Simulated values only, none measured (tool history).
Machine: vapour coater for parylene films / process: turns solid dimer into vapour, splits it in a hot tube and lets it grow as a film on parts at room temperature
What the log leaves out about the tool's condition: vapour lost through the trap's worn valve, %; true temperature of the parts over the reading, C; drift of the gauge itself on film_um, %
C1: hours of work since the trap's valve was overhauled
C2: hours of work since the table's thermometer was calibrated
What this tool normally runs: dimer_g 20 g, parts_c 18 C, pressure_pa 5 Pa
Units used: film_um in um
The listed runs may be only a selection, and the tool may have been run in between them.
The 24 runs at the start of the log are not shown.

Run 25, day 47.333: usual settings but parts_c 13 C, pressure_pa 4.61 Pa; C1 40; C2 1069. Result: film_um 3.24 um.
Run 26, day 48.988: usual settings but dimer_g 10 g, parts_c 14 C, pressure_pa 10.32 Pa; C1 60; C2 1089. Result: film_um 1.28 um.
Run 27, day 51.1: usual settings but dimer_g 10 g, parts_c 14 C, pressure_pa 10.32 Pa; C1 86; C2 1115. Result: film_um 1.28 um.
Run 28, day 52.233: usual settings but dimer_g 29 g, parts_c 11 C, pressure_pa 6.64 Pa; C1 100; C2 1129. Result: film_um 4.42 um.
Run 29, day 54.533: usual settings but dimer_g 17 g, parts_c 15 C, pressure_pa 3.12 Pa; C1 128; C2 1157. Result: film_um 2.84 um.
Run 30, day 55.9: usual settings but pressure_pa 2.28 Pa; C1 145; C2 1174. Result: film_um 3.23 um.
Run 31, day 57.333: usual settings but dimer_g 9 g, parts_c 14 C, pressure_pa 3.97 Pa; C1 162; C2 1191. Result: film_um 1.49 um.
Run 32, day 59.588: usual settings but dimer_g 31 g, parts_c 12 C, pressure_pa 5.53 Pa; C1 190; C2 1219. Result: film_um 4.85 um.
Run 33, day 61.383: usual settings but dimer_g 31 g, parts_c 12 C, pressure_pa 5.53 Pa; C1 212; C2 1241. Result: film_um 4.95 um.
Run 34, day 63.696: usual settings but dimer_g 8 g, parts_c 11 C, pressure_pa 11.36 Pa; C1 240; C2 1269. Result: film_um 1.13 um.
Run 35, day 64.988: usual settings but dimer_g 9 g, parts_c 11 C, pressure_pa 11.95 Pa; C1 256; C2 1285. Result: film_um 1.24 um.
At day 65.488: trap's valve overhauled.
Run 36, day 66.483: usual settings but dimer_g 9 g, parts_c 11 C, pressure_pa 11.95 Pa; C1 12; C2 1301. Result: film_um 1.25 um.
Run 37, day 67.95: usual settings but dimer_g 19 g, parts_c 25 C, pressure_pa 4.75 Pa; C1 30; C2 1319. Result: film_um 2.18 um.
Run 38, day 69.917: usual settings but dimer_g 12 g, parts_c 25 C, pressure_pa 4.75 Pa; C1 54; C2 1343. Result: film_um 1.34 um.
Run 39, day 71.1: usual settings but dimer_g 12 g, parts_c 25 C, pressure_pa 4.75 Pa; C1 69; C2 1358. Result: film_um 1.38 um.
Run 40, day 72.579: usual settings but dimer_g 12 g, parts_c 25 C, pressure_pa 5.13 Pa; C1 87; C2 1376. Result: film_um 1.34 um.
Run 41, day 75.138: usual settings but dimer_g 12 g, parts_c 25 C, pressure_pa 6.94 Pa; C1 118; C2 1407. Result: film_um 1.25 um.
At day 75.529: table's thermometer calibrated.
Run 42, day 76.925: usual settings but dimer_g 12 g, parts_c 15 C, pressure_pa 6 Pa; C1 139; C2 17. Result: film_um 1.69 um.
Run 43, day 79.271: usual settings but dimer_g 31 g, parts_c 21 C, pressure_pa 3.27 Pa; C1 168; C2 46. Result: film_um 4.23 um.
Run 44, day 80.704: usual settings but pressure_pa 8.16 Pa; C1 186; C2 63. Result: film_um 2.44 um.
Run 45, day 81.942: usual settings but dimer_g 12 g, parts_c 15 C, pressure_pa 3.55 Pa; C1 201; C2 78. Result: film_um 1.93 um.
Run 46, day 84.025: usual settings but dimer_g 12 g, parts_c 21 C, pressure_pa 4.25 Pa; C1 226; C2 104. Result: film_um 1.54 um.
Run 47, day 85.521: usual settings but dimer_g 12 g, parts_c 21 C, pressure_pa 4.25 Pa; C1 244; C2 122. Result: film_um 1.6 um.

3 options for the next run, each taken on its own from the tool as it stands now. Forecast them:
At day 86.896: trap's valve overhauled.
Run A, day 87.825: usual settings but dimer_g 23 g, parts_c 10 C, pressure_pa 3.58 Pa; C1 11; C2 148. Result: film_um ?.
At day 86.896: trap's valve overhauled.
Run B, day 87.825: usual settings but dimer_g 16 g, parts_c 10 C; C1 11; C2 148. Result: film_um ?.
At day 86.896: trap's valve overhauled.
Run C, day 87.825: usual settings but dimer_g 17 g, pressure_pa 4.21 Pa; C1 11; C2 148. Result: film_um ?.

run  film_um
  A     4.24
  B     2.67
  C     2.42
What these runs would have given with no unlogged condition in the tool:
run  film_um
  A     4.24
  B     2.67
  C     2.42
